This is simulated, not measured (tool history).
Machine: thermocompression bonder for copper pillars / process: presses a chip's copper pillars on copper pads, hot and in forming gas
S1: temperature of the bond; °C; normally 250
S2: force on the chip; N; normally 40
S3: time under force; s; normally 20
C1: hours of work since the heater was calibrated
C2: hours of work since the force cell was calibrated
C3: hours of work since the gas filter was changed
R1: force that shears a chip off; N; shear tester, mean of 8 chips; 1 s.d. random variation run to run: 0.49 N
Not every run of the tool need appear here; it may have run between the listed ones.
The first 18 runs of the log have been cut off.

run 19 hour=1184.2 | S1=250 S2=36 S3=24 | C1=52 C2=890 C3=158 | R1=67.0
run 20 hour=1240.5 | S1=234 S2=55 S3=28 | C1=83 C2=921 C3=188 | R1=69.0
-- hour=1247.1 forming gas filter changed
run 21 hour=1315.5 | S1=234 S2=55 S3=28 | C1=123 C2=962 C3=37 | R1=71.3
run 22 hour=1372.2 | S1=234 S2=55 S3=28 | C1=154 C2=992 C3=68 | R1=71.7
run 23 hour=1446.8 | S1=238 S2=53 S3=25 | C1=195 C2=1033 C3=109 | R1=69.8
run 24 hour=1494.9 | S1=238 S2=53 S3=25 | C1=221 C2=1059 C3=135 | R1=68.6
run 25 hour=1547.5 | S1=238 S2=31 S3=42 | C1=250 C2=1088 C3=163 | R1=66.7
-- hour=1597.1 forming gas filter changed
run 26 hour=1637.3 | S1=250 S2=40 S3=28 | C1=298 C2=1136 C3=22 | R1=73.2
run 27 hour=1685.6 | S1=261 S2=40 S3=20 | C1=325 C2=1163 C3=48 | R1=71.7
run 28 hour=1764.9 | S1=261 S2=40 S3=20 | C1=368 C2=1206 C3=91 | R1=71.1
run 29 hour=1848.6 | S1=253 S2=40 S3=19 | C1=413 C2=1251 C3=137 | R1=65.9
run 30 hour=1911.7 | S1=253 S2=40 S3=19 | C1=448 C2=1286 C3=171 | R1=63.9
-- hour=1944.7 forming gas filter changed
run 31 hour=1973.3 | S1=253 S2=40 S3=19 | C1=481 C2=1319 C3=16 | R1=65.2
run 32 hour=2011.8 | S1=253 S2=40 S3=19 | C1=502 C2=1340 C3=37 | R1=66.5
run 33 hour=2050.7 | S1=237 S2=25 S3=20 | C1=523 C2=1361 C3=58 | R1=48.4
run 34 hour=2123.5 | S1=249 S2=44 S3=43 | C1=563 C2=1401 C3=97 | R1=79.3
run 35 hour=2211.6 | S1=267 S2=36 S3=43 | C1=611 C2=1449 C3=145 | R1=81.7
run 36 hour=2291.1 | S1=267 S2=36 S3=43 | C1=654 C2=1492 C3=189 | R1=81.4
-- hour=2295.6 forming gas filter changed
run 37 hour=2378.3 | S1=271 S2=29 S3=43 | C1=701 C2=1539 C3=45 | R1=80.8

Below are 4 alternative next runs, each starting from the tool's condition after run 37. Predict each:
run A hour=2470.0 | S1=264 S2=29 S3=18 | C1=751 C2=1589 C3=95 | R1=?
run B hour=2470.0 | S1=230 S2=43 S3=19 | C1=751 C2=1589 C3=95 | R1=?
run C hour=2470.0 | S1=234 S2=40 S3=20 | C1=751 C2=1589 C3=95 | R1=?
run D hour=2470.0 | S1=271 S2=29 S3=16 | C1=751 C2=1589 C3=95 | R1=?

run=A R1=61.7
run=B R1=53.2
run=C R1=54.6
run=D R1=62.9
Without the tool's unlogged condition, the same runs would have read:
run=A R1=65.3
run=B R1=57.0
run=C R1=58.4
run=D R1=66.4
